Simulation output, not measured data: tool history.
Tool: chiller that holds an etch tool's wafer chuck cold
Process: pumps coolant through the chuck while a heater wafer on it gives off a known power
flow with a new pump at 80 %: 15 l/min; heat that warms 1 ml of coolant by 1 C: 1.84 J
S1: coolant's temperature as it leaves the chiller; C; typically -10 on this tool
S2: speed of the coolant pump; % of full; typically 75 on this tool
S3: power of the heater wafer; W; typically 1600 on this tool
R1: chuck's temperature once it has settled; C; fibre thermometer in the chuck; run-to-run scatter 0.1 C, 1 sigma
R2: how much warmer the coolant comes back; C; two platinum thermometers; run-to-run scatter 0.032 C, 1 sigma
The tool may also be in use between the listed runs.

{"run": 1, "day": 0.0, "S1": -10, "S2": 75, "S3": 1600, "R1": 1.5, "R2": 3.72}
{"run": 2, "day": 5.967, "S1": -10, "S2": 81, "S3": 1600, "R1": 0.8, "R2": 3.37}
{"run": 3, "day": 14.717, "S1": -10, "S2": 81, "S3": 1600, "R1": 0.9, "R2": 3.41}
{"run": 4, "day": 22.792, "S1": -10, "S2": 81, "S3": 1600, "R1": 1, "R2": 3.42}
{"run": 5, "day": 28.679, "S1": -10, "S2": 81, "S3": 1600, "R1": 0.7, "R2": 3.4}
{"run": 6, "day": 35.496, "S1": -10, "S2": 97, "S3": 1600, "R1": -0.2, "R2": 2.85}
{"run": 7, "day": 40.2, "S1": -10, "S2": 75, "S3": 1244, "R1": -1, "R2": 2.88}
{"run": 8, "day": 47.946, "S1": -10, "S2": 75, "S3": 1244, "R1": -1.3, "R2": 2.85}
{"run": 9, "day": 53.433, "S1": -10, "S2": 75, "S3": 1600, "R1": 1.1, "R2": 3.68}
{"day": 57.325, "done": "chiller's thermometer calibrated"}
{"run": 10, "day": 59.0, "S1": -10, "S2": 75, "S3": 1600, "R1": 1.3, "R2": 3.68}
{"run": 11, "day": 67.733, "S1": -10, "S2": 75, "S3": 902, "R1": -3.6, "R2": 2.04}
{"run": 12, "day": 72.054, "S1": -10, "S2": 75, "S3": 902, "R1": -3.5, "R2": 2.07}
{"run": 13, "day": 76.725, "S1": -10, "S2": 75, "S3": 1452, "R1": 0.2, "R2": 3.27}
{"run": 14, "day": 84.4, "S1": -10, "S2": 75, "S3": 1452, "R1": 0.3, "R2": 3.24}
{"run": 15, "day": 88.221, "S1": -10, "S2": 60, "S3": 1452, "R1": 1.8, "R2": 4.2}
{"run": 16, "day": 94.729, "S1": -10, "S2": 60, "S3": 1452, "R1": 2, "R2": 4.12}
{"run": 17, "day": 98.646, "S1": -11, "S2": 60, "S3": 812, "R1": -4.3, "R2": 2.28}
{"run": 18, "day": 105.629, "S1": -11, "S2": 60, "S3": 812, "R1": -4.6, "R2": 2.22}
{"run": 19, "day": 112.204, "S1": -4, "S2": 73, "S3": 1493, "R1": 6.7, "R2": 3.47}
{"run": 20, "day": 118.817, "S1": -10, "S2": 68, "S3": 1311, "R1": 0, "R2": 3.25}
{"run": 21, "day": 123.575, "S1": -10, "S2": 68, "S3": 1311, "R1": 0, "R2": 3.26}
{"run": 22, "day": 130.217, "S1": -10, "S2": 68, "S3": 1311, "R1": -0.2, "R2": 3.28}
{"run": 23, "day": 135.471, "S1": -3, "S2": 68, "S3": 911, "R1": 4.1, "R2": 2.2}
{"run": 24, "day": 143.042, "S1": -4, "S2": 100, "S3": 1782, "R1": 6.8, "R2": 2.92}
{"run": 25, "day": 150.508, "S1": -4, "S2": 100, "S3": 1782, "R1": 6.8, "R2": 2.99}
{"run": 26, "day": 159.296, "S1": -15, "S2": 100, "S3": 1060, "R1": -8.6, "R2": 1.64}
{"run": 27, "day": 164.9, "S1": -1, "S2": 61, "S3": 1060, "R1": 7.5, "R2": 2.84}
{"run": 28, "day": 169.379, "S1": -1, "S2": 61, "S3": 1060, "R1": 7.6, "R2": 2.93}
{"day": 170.512, "done": "chiller's thermometer calibrated"}
{"run": 29, "day": 176.442, "S1": -1, "S2": 61, "S3": 1060, "R1": 7.5, "R2": 2.9}
{"day": 179.942, "done": "coolant changed, channels flushed"}
{"run": 30, "day": 183.383, "S1": -1, "S2": 61, "S3": 1060, "R1": 7.4, "R2": 2.93}
{"day": 184.325, "done": "coolant pump overhauled"}
{"run": 31, "day": 191.862, "S1": -1, "S2": 61, "S3": 1060, "R1": 7.5, "R2": 2.85}
{"run": 32, "day": 200.85, "S1": -4, "S2": 70, "S3": 1455, "R1": 6.6, "R2": 3.44}

Predict each of these 4 candidate next runs independently; none follows another, all start after run 32:
{"run": "A", "day": 205.717, "S1": -11, "S2": 82, "S3": 1455, "R1": "?", "R2": "?"}
{"run": "B", "day": 205.717, "S1": -9, "S2": 75, "S3": 1600, "R1": "?", "R2": "?"}
{"run": "C", "day": 205.717, "S1": -19, "S2": 70, "S3": 1011, "R1": "?", "R2": "?"}
{"run": "D", "day": 205.717, "S1": -4, "S2": 62, "S3": 1397, "R1": "?", "R2": "?"}

run=A R1=-1.2 R2=2.85
run=B R1=2.2 R2=3.54
run=C R1=-11.5 R2=2.28
run=D R1=7 R2=3.76
Without the tool's unlogged condition, the same runs would have read:
run=A R1=-1.2 R2=3.06
run=B R1=2.2 R2=3.75
run=C R1=-11.5 R2=2.49
run=D R1=7 R2=3.97
